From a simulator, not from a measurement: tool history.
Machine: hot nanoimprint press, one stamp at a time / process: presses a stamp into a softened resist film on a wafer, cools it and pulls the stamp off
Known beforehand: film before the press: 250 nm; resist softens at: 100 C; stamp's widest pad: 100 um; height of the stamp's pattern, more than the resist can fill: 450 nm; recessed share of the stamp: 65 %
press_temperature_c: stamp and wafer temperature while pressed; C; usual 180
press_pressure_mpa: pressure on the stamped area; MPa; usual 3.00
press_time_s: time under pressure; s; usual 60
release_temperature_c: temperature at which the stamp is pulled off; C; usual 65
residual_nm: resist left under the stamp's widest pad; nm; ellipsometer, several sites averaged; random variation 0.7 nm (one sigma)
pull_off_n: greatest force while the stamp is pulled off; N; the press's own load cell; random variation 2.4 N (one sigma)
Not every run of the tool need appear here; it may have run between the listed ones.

run,hour,press_temperature_c,press_pressure_mpa,press_time_s,release_temperature_c,residual_nm,pull_off_n
1,0.0,180,3.00,60,65,139.8,138
2,44.3,180,3.00,60,65,138.3,142
3,89.5,180,3.00,60,65,140.9,115
4,132.0,180,3.00,60,65,139.5,123
5,169.0,176,3.00,60,65,156.0,123
6,215.6,176,3.00,60,65,154.6,132
7,254.9,176,3.00,60,65,155.3,132
8,276.0,176,3.00,60,65,155.6,136
9,305.8,180,3.00,60,64,138.8,148
10,350.2,180,3.00,60,65,138.6,110
11,393.8,180,3.00,60,65,140.7,117
12,435.0,180,3.00,60,65,137.8,120
13,476.1,180,3.00,31,65,167.4,127
14,503.9,180,3.00,70,65,132.6,129
15,547.0,180,3.48,60,65,128.6,135
16,593.4,180,3.48,60,65,131.4,145
17,622.4,180,3.48,60,65,132.7,111
18,665.2,180,3.48,60,65,134.3,118
19,708.9,180,3.48,60,65,132.7,124
20,735.2,184,2.60,60,65,136.7,127
21,762.8,180,3.00,60,65,143.8,123
22,790.1,180,3.00,60,67,141.2,133
23,831.7,180,1.96,60,66,172.3,141
24,862.6,180,1.96,60,66,172.4,145
25,890.4,180,1.96,60,66,171.1,110
26,918.8,186,2.80,105,60,105.8,124
27,961.0,186,2.80,105,60,105.8,128
28,980.4,180,1.98,60,51,172.0,151
29,1006.5,188,1.98,60,62,141.7,129
30,1045.8,188,1.98,60,62,142.2,134
31,1066.3,188,1.87,51,61,152.5,148

Not shown: 6 entries that the log had between the listed runs. Between which runs, and how does the tool's hidden state differ before and after?
In the gap between runs 2 and 3: stamp cleaned and given a new release coat (hour 73.9)
  true temperature over the reading, C: 0.24 -> 0.29; pressure that arrives at the usual setting, %: 98.09 -> 97.87; grip of the stamp's worn release coat, % over a new coat's: 29.5 -> 1.9
  measured minus no-state result, residual_nm: +0.5 -> +0.4 nm; pull_off_n: +32 -> +2 N
In the gap between runs 9 and 10: plate thermocouple calibrated (hour 313.7); stamp cleaned and given a new release coat (hour 344.0)
  true temperature over the reading, C: 0.54 -> 0.68; pressure that arrives at the usual setting, %: 96.72 -> 96.54; grip of the stamp's worn release coat, % over a new coat's: 28.5 -> 0.7
  measured minus no-state result, residual_nm: +0.4 -> +0.0 nm; pull_off_n: +32 -> +0 N
In the gap between runs 15 and 16: plate thermocouple calibrated, once more (hour 590.9)
  true temperature over the reading, C: 0.91 -> 0.03; pressure that arrives at the usual setting, %: 95.47 -> 95.21; grip of the stamp's worn release coat, % over a new coat's: 24.9 -> 30.3
  measured minus no-state result, residual_nm: +0.4 -> +3.9 nm; pull_off_n: +25 -> +34 N
In the gap between runs 16 and 17: stamp cleaned and given a new release coat (hour 614.4)
  true temperature over the reading, C: 0.03 -> 0.05; pressure that arrives at the usual setting, %: 95.21 -> 95.06; grip of the stamp's worn release coat, % over a new coat's: 30.3 -> 1
  measured minus no-state result, residual_nm: +3.9 -> +3.9 nm; pull_off_n: +34 -> +1 N
In the gap between runs 24 and 25: stamp cleaned and given a new release coat (hour 883.9)
  true temperature over the reading, C: 0.33 -> 0.35; pressure that arrives at the usual setting, %: 93.75 -> 93.64; grip of the stamp's worn release coat, % over a new coat's: 30.5 -> 0.8
  measured minus no-state result, residual_nm: +1.7 -> +1.7 nm; pull_off_n: +33 -> +1 N
